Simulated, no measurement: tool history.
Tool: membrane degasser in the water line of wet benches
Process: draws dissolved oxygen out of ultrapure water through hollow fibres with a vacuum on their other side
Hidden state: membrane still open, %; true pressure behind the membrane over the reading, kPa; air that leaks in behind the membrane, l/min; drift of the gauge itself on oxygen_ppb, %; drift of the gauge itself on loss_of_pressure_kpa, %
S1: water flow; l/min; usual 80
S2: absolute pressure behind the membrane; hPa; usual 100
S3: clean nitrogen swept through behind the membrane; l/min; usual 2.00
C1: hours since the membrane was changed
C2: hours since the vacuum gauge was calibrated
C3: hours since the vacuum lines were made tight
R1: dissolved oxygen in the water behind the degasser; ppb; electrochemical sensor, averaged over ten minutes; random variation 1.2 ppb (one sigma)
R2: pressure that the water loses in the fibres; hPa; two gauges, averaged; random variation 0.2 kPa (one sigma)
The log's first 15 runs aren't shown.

run     day  S1   S2    S3    C1   C2    C3      R1     R2
 16  21.508  80  100  1.14  2065  287  3581   775.5  472.1
 17  22.996  80  100  2.76  2101  323  3617   405.6  472.6
 18  24.746  53  126  5.37  2143  365  3659   215.9  313.4
 19  26.504  80   78  2.00  2185  407  3701   359.0  472.7
 20  27.588  80   78  2.00  2211  433  3727   359.5  473.7
 21  29.633  90   62  2.44  2260  482  3776   224.5  533.5
 22  30.967  90   62  2.44  2292  514  3808   225.4  534.1
 23  32.121  90   62  2.44  2320  542  3836   226.1  533.2
 24  32.992  80  154  1.60  2341  563  3857  1052.8  475.2
 25  34.742  80  154  1.60  2383  605  3899  1049.9  476.9
 26  35.750  80  154  5.17  2407  629  3923   416.2  473.4
 27  36.833  80  154  5.17  2433  655  3949   415.9  471.5

Forecast run 28:
 28  38.704  48  114  3.37  2478  700  3994   ?   ?

R1: 263.3 ppb
R2: 284.7 hPa
Without the tool's hidden state the same run would have given R1 260.8 ppb, R2 279.0 hPa.
